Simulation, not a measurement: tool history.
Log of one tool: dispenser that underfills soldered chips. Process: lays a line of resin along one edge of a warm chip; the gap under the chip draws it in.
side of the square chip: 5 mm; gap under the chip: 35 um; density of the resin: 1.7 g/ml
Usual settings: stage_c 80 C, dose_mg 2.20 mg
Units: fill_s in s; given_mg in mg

run  hour  stage_c  dose_mg  fill_s  given_mg
  1   0.0       80     2.20    44.0      2.11
      3.4  -- new syringe of resin
  2   3.9       80     2.20    37.8      2.12
  3   7.0       80     2.20    42.1      2.14
  4   9.3       80     2.20    44.4      2.11
     10.8  -- dispensing valve cleaned and set on the balance
     12.5  -- new syringe of resin
  5  14.6       80     2.20    39.1      2.18
  6  18.4       70     2.20    74.2      2.18
     20.5  -- new syringe of resin
  7  23.1       70     2.20    67.1      2.17
  8  27.5       92     2.22    26.1      2.20
     28.7  -- new syringe of resin
  9  32.8       92     2.22    23.4      2.19
     37.0  -- new syringe of resin
 10  37.2       88     2.20    25.7      2.18

Forecast each of these 5 alternatives for the next run:
  A  41.6       77     2.20       ?         ?
  B  41.6       66     2.55       ?         ?
  C  41.6       71     2.63       ?         ?
  D  41.6       92     2.59       ?         ?
  E  41.6       87     2.61       ?         ?

run  fill_s  given_mg
  A    52.3      2.16
  B    91.6      2.51
  C    70.4      2.57
  D    24.4      2.54
  E    31.7      2.55
Without the tool's hidden state the same runs would have given:
run  fill_s  given_mg
  A    43.8      2.21
  B    76.6      2.56
  C    58.9      2.62
  D    20.4      2.59
  E    26.6      2.60
